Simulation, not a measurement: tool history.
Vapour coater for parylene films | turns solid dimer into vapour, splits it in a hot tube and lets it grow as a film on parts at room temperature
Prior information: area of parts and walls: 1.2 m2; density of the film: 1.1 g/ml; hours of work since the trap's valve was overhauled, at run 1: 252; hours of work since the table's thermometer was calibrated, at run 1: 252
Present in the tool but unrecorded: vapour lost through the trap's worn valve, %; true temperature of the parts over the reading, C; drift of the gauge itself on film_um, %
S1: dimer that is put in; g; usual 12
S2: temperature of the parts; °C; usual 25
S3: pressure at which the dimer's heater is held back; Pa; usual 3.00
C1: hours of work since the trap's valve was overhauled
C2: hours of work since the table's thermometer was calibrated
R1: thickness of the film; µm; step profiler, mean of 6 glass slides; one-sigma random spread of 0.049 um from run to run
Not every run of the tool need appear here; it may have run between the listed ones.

run 1 hour=0.0 | S1=12 S2=25 S3=3.00 | C1=252 C2=252 | R1=5.26
run 2 hour=10.1 | S1=12 S2=25 S3=3.00 | C1=259 C2=259 | R1=5.18
run 3 hour=18.7 | S1=12 S2=25 S3=3.00 | C1=264 C2=264 | R1=5.15
run 4 hour=32.6 | S1=12 S2=25 S3=3.00 | C1=273 C2=273 | R1=5.16
run 5 hour=46.6 | S1=12 S2=25 S3=3.00 | C1=283 C2=283 | R1=5.17
run 6 hour=61.6 | S1=12 S2=31 S3=3.00 | C1=293 C2=293 | R1=4.74
run 7 hour=72.3 | S1=7 S2=34 S3=3.88 | C1=300 C2=300 | R1=2.45

The next listed run, before its measurement:
run 8 hour=79.3 | S1=20 S2=20 S3=4.52 | C1=304 C2=304 | R1=?

Run 8 measured R1 8.52 µm.
Had the tool carried no hidden state, the very same run would have given R1 9.31 µm.
